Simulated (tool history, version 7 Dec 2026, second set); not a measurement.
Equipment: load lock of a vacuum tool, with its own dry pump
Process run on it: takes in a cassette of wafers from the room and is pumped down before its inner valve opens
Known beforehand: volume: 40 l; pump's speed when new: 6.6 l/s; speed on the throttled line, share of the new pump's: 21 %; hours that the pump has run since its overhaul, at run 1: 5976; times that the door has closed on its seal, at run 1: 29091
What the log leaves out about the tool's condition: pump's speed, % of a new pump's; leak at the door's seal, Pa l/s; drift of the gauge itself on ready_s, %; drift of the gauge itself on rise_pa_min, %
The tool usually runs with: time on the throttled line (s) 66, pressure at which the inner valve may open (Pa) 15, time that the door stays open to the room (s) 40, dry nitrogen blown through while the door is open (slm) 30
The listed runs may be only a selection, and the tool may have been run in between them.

| run | day | time on the throttled line (s) | pressure at which the inner valve may open (Pa) | time that the door stays open to the room (s) | dry nitrogen blown through while the door is open (slm) | hours that the pump has run since its overhaul | times that the door has closed on its seal | incoming humidity of the room's air, % | time from the closed door until the inner valve may open (s) | rise of the pressure with all valves shut (Pa/min) |
|---|---|---|---|---|---|---|---|---|---|---|
| 1 | 0 | 66 | 15 | 40 | 30 | 5976 | 29091 | 47.3 | 106.7 | 0.03 |
| 2 | 5.583 | 66 | 15 | 40 | 30 | 6110 | 29668 | 46.3 | 106.6 | 0.024 |
| 3 | 12.038 | 66 | 15 | 40 | 30 | 6265 | 30335 | 47.2 | 106.8 | 0.025 |
| 4 | 21.208 | 66 | 15 | 40 | 30 | 6485 | 31283 | 45.4 | 106.2 | 0.031 |
| 5 | 28.529 | 66 | 15 | 40 | 30 | 6661 | 32039 | 47.4 | 107 | 0.025 |
| 6 | 34.325 | 66 | 15 | 40 | 30 | 6800 | 32638 | 42.4 | 106.7 | 0.024 |
| 7 | 39.483 | 66 | 15 | 40 | 30 | 6924 | 33171 | 47 | 107.1 | 0.025 |
| 8 | 48.125 | 66 | 15 | 40 | 30 | 7131 | 34064 | 45.2 | 107.5 | 0.022 |
| 9 | 54.746 | 66 | 15 | 40 | 30 | 7290 | 34748 | 44.7 | 106.6 | 0.029 |
| 10 | 62.196 | 66 | 15 | 40 | 30 | 7469 | 35518 | 44.9 | 105.7 | 0.028 |
| 11 | 67.379 | 66 | 15 | 40 | 30 | 7593 | 36054 | 46.1 | 106.4 | 0.026 |
| 12 | 73.612 | 66 | 15 | 40 | 30 | 7743 | 36698 | 44.9 | 106.3 | 0.025 |
| 13 | 84.258 | 66 | 15 | 40 | 30 | 7998 | 37798 | 42.8 | 105.4 | 0.024 |
| 14 | 94.712 | 66 | 24 | 40 | 30 | 8249 | 38878 | 45.6 | 104 | 0.021 |
| 15 | 102.192 | 66 | 24 | 40 | 30 | 8429 | 39651 | 47.5 | 103.3 | 0.026 |
| 16 | 113.338 | 66 | 24 | 40 | 30 | 8696 | 40803 | 44.2 | 103.5 | 0.025 |
| 17 | 119.771 | 66 | 15 | 40 | 12 | 8851 | 41468 | 46.4 | 106.3 | 0.034 |
| 18 | 125.733 | 66 | 14 | 144 | 18 | 8994 | 42084 | 46 | 106.3 | 0.072 |
| 19 | 137.467 | 66 | 15 | 40 | 32 | 9275 | 43296 | 41.2 | 106.3 | 0.023 |
| 20 | 149.738 | 66 | 13 | 40 | 7 | 9570 | 44564 | 41.8 | 106.6 | 0.038 |
| 21 | 156.058 | 66 | 13 | 40 | 8 | 9722 | 45218 | 42.7 | 107.2 | 0.036 |
| 22 | 167.304 | 66 | 13 | 40 | 8 | 9991 | 46379 | 46.3 | 107.6 | 0.034 |
| 23 | 173.525 | 66 | 15 | 29 | 13 | 10141 | 47022 | 43.4 | 106.5 | 0.027 |
| 24 | 179.312 | 45 | 11 | 61 | 7 | 10280 | 47620 | 41.4 | 91.9 | 0.04 |
|  | 187.033 | door's seal changed, seat wiped |
| 25 | 189.262 | 45 | 11 | 26 | 21 | 10517 | 230 | 44.6 | 93.3 | 0.019 |
| 26 | 194.729 | 98 | 22 | 26 | 33 | 10648 | 795 | 47.7 | 129.9 | 0.017 |
| 27 | 201.742 | 98 | 22 | 26 | 33 | 10816 | 1520 | 46.1 | 130.8 | 0.018 |

Entry by entry between the runs, the difference in hidden state between the last listed run before and the first listed run after:
After run 24, before run 25: door's seal changed, seat wiped (day 187.033)
  leak at the door's seal, Pa l/s: 0.003 -> 0.002
